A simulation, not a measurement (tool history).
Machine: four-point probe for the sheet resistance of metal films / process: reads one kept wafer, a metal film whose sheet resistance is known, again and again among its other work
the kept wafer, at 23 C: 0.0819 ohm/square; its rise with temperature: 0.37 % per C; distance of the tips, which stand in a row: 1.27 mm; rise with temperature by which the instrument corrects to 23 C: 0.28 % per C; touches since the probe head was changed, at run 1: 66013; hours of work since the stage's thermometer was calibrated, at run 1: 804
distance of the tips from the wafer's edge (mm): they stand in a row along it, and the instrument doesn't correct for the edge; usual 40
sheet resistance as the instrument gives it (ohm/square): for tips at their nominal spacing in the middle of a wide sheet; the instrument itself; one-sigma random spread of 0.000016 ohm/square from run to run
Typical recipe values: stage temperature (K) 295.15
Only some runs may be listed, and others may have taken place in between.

run     day  stage temperature (K)  distance of the tips from the wafer's edge (mm)  touches since the probe head was changed  hours of work since the stage's thermometer was calibrated  sheet resistance as the instrument gives it (ohm/square)
  1       0                 295.15                                               40                                     66013                                                         804                                                  0.082123
  2   1.988                 295.15                                               40                                     67956                                                         830                                                  0.082149
  3   3.979                 295.15                                               40                                     69899                                                         856                                                  0.082123
  4   5.517                 295.15                                               40                                     71400                                                         876                                                  0.082153
  5   7.742                 295.15                                               40                                     73574                                                         905                                                  0.082158
  6   8.767                 295.15                                               40                                     74575                                                         919                                                  0.082144
  7    10.2                 295.15                                               40                                     75973                                                         938                                                  0.082163
  8  11.183                 295.15                                               40                                     76935                                                         951                                                  0.082157
  9   12.65                 307.15                                               40                                     78366                                                         970                                                  0.082967
 10  14.729                 307.15                                               40                                     80397                                                         997                                                   0.08297
 11  16.838                 307.15                                               40                                     82456                                                        1025                                                  0.082957
 12  18.583                 295.15                                               40                                     84159                                                        1048                                                  0.082183
 13  20.071                 295.15                                               40                                     85611                                                        1067                                                  0.082201
 14  21.342                 295.15                                               40                                     86853                                                        1084                                                  0.082184
 15  23.546                 295.15                                               40                                     89006                                                        1113                                                  0.082215
 16  25.454                 300.15                                               40                                     90868                                                        1138                                                  0.082538
 17  27.512                 300.15                                               40                                     92878                                                        1165                                                  0.082546
 18  29.158                 300.15                                               40                                     94488                                                        1187                                                  0.082556
 19  30.796                 300.15                                               58                                     96085                                                        1208                                                  0.082564
 20  31.825                 295.15                                               40                                     97093                                                        1222                                                  0.082251
 21  33.912                 295.15                                               40                                     99129                                                        1249                                                  0.082222
 22  35.325                 295.15                                               40                                    100510                                                        1268                                                  0.082261
 23  37.383                 291.15                                               46                                    102519                                                        1295                                                  0.081987
 24  39.521                 296.15                                               25                                    104605                                                        1323                                                  0.082374
 25  41.729                 296.15                                               39                                    106763                                                        1352                                                  0.082319
 26  44.017                 296.15                                               39                                    108997                                                        1382                                                  0.082303
 27  45.254                 296.15                                               19                                    110206                                                        1398                                                  0.082479
 28  46.546                 296.15                                               16                                    111467                                                        1415                                                  0.082545
 29  48.271                 296.15                                               16                                    113152                                                        1438                                                  0.082548
 30  49.829                 292.15                                               16                                    114670                                                        1459                                                  0.082284
 31  50.842                 296.15                                                5                                    115663                                                        1472                                                  0.085058

Estimate the outcome of run 32 from the log above:
 32  52.817                 296.15                                                5                                    117589                                                        1498                                                         ?

Run 32 yielded sheet resistance as the instrument gives it (ohm/square) 0.085071.
Were there no unlogged condition in the tool, this run, its random variation unchanged, would have produced sheet resistance as the instrument gives it (ohm/square) 0.084653.

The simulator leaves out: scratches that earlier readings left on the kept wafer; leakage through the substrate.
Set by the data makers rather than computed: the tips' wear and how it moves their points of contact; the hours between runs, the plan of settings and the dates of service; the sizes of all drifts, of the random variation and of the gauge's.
